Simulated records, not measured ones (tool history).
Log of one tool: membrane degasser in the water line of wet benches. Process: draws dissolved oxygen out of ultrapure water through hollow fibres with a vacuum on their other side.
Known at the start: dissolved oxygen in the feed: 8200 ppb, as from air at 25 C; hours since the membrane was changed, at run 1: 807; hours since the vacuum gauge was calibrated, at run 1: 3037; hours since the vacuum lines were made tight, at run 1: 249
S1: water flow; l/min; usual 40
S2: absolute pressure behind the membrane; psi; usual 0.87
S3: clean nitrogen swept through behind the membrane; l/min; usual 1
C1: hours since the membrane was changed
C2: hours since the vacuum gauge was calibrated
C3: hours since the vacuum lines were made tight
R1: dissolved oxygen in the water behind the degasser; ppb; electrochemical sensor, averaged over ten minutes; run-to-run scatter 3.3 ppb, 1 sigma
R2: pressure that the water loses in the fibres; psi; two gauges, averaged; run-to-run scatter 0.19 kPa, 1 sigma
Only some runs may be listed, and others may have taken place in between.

run 1 hour=0 | S1=40 S2=0.87 S3=1 | C1=807 C2=3037 C3=249 | R1=346.7 R2=5.543
run 2 hour=136.7 | S1=40 S2=0.87 S3=1 | C1=943 C2=3173 C3=386 | R1=352.2 R2=5.556
run 3 hour=281.3 | S1=40 S2=0.87 S3=1 | C1=1088 C2=3318 C3=531 | R1=358.8 R2=5.551
run 4 hour=450.4 | S1=40 S2=1.249 S3=1 | C1=1257 C2=3487 C3=700 | R1=549.2 R2=5.519
run 5 hour=573.2 | S1=40 S2=1.249 S3=1 | C1=1380 C2=3610 C3=823 | R1=550.6 R2=5.561
run 6 hour=759.6 | S1=40 S2=1.249 S3=1 | C1=1566 C2=3796 C3=1009 | R1=555 R2=5.562
run 7 hour=856.6 | S1=40 S2=1.78 S3=1 | C1=1663 C2=3893 C3=1106 | R1=821.4 R2=5.59
run 8 hour=1049.1 | S1=40 S2=1.78 S3=1 | C1=1856 C2=4086 C3=1299 | R1=804.6 R2=5.593
run 9 hour=1195.4 | S1=40 S2=0.87 S3=2.24 | C1=2002 C2=4232 C3=1445 | R1=245.7 R2=5.617
run 10 hour=1314.8 | S1=40 S2=0.87 S3=1 | C1=2122 C2=4351 C3=1564 | R1=360 R2=5.578
run 11 hour=1432.4 | S1=40 S2=0.87 S3=1 | C1=2239 C2=4469 C3=1682 | R1=372 R2=5.538
run 12 hour=1613.7 | S1=40 S2=0.87 S3=1 | C1=2420 C2=4650 C3=1863 | R1=363.3 R2=5.616
run 13 hour=1785.5 | S1=40 S2=0.87 S3=1 | C1=2592 C2=4822 C3=2035 | R1=373.6 R2=5.598
run 14 hour=1971.8 | S1=40 S2=0.87 S3=1 | C1=2779 C2=5008 C3=2221 | R1=381 R2=5.581
run 15 hour=2113 | S1=40 S2=0.87 S3=1 | C1=2920 C2=5149 C3=2362 | R1=365.8 R2=5.607
run 16 hour=2225 | S1=40 S2=0.87 S3=1 | C1=3032 C2=5262 C3=2474 | R1=372.5 R2=5.567
run 17 hour=2419.1 | S1=40 S2=0.87 S3=1 | C1=3226 C2=5456 C3=2669 | R1=375.4 R2=5.639
run 18 hour=2512.7 | S1=40 S2=0.87 S3=1 | C1=3319 C2=5549 C3=2762 | R1=370.8 R2=5.672
run 19 hour=2705.7 | S1=40 S2=0.87 S3=0.95 | C1=3512 C2=5742 C3=2955 | R1=387.6 R2=5.633
run 20 hour=2790.9 | S1=58 S2=0.87 S3=1 | C1=3598 C2=5827 C3=3040 | R1=706.2 R2=8.184
run 21 hour=2977.5 | S1=30 S2=2.155 S3=0.9 | C1=3784 C2=6014 C3=3227 | R1=803.7 R2=4.235
run 22 hour=3091 | S1=42 S2=0.87 S3=1 | C1=3898 C2=6127 C3=3340 | R1=410.9 R2=5.909
run 23 hour=3231.9 | S1=43 S2=0.908 S3=1 | C1=4039 C2=6268 C3=3481 | R1=453.4 R2=6.128
-- hour=3301.2 vacuum gauge calibrated
run 24 hour=3385.7 | S1=40 S2=0.822 S3=1.1 | C1=4192 C2=84 C3=3635 | R1=303.5 R2=5.668
run 25 hour=3586.4 | S1=40 S2=0.822 S3=1.1 | C1=4393 C2=285 C3=3835 | R1=312.3 R2=5.672
run 26 hour=3750.5 | S1=40 S2=0.822 S3=1.1 | C1=4557 C2=449 C3=3999 | R1=313.2 R2=5.707
run 27 hour=3876 | S1=40 S2=0.87 S3=1.02 | C1=4682 C2=575 C3=4125 | R1=349.3 R2=5.681
run 28 hour=4057.8 | S1=40 S2=0.545 S3=1.57 | C1=4864 C2=757 C3=4307 | R1=170 R2=5.732
run 29 hour=4233.6 | S1=46 S2=0.744 S3=2.26 | C1=5040 C2=932 C3=4483 | R1=302.3 R2=6.546
run 30 hour=4404 | S1=46 S2=0.744 S3=1.38 | C1=5210 C2=1103 C3=4653 | R1=345 R2=6.579
run 31 hour=4492.2 | S1=28 S2=1.081 S3=0.84 | C1=5298 C2=1191 C3=4741 | R1=324.7 R2=4.003
run 32 hour=4618.8 | S1=38 S2=2.083 S3=1.35 | C1=5425 C2=1318 C3=4868 | R1=728.1 R2=5.445

Consider 4 possible next runs. They are alternatives, not a sequence: every one starts from the tool as it was left by run 32. What does each give?
run A hour=4761.5 | S1=40 S2=1.582 S3=1 | C1=5568 C2=1460 C3=5010 | R1=? R2=?
run B hour=4761.5 | S1=63 S2=1.244 S3=1.72 | C1=5568 C2=1460 C3=5010 | R1=? R2=?
run C hour=4761.5 | S1=57 S2=2.083 S3=2.66 | C1=5568 C2=1460 C3=5010 | R1=? R2=?
run D hour=4761.5 | S1=38 S2=0.589 S3=1.35 | C1=5568 C2=1460 C3=5010 | R1=? R2=?

run=A R1=708.6 R2=5.743
run=B R1=853.8 R2=9.029
run=C R1=859.6 R2=8.198
run=D R1=169.9 R2=5.459
Without the tool's hidden state the same runs would have given:
run=A R1=681.8 R2=5.507
run=B R1=795.1 R2=8.657
run=C R1=811.6 R2=7.861
run=D R1=145.1 R2=5.234

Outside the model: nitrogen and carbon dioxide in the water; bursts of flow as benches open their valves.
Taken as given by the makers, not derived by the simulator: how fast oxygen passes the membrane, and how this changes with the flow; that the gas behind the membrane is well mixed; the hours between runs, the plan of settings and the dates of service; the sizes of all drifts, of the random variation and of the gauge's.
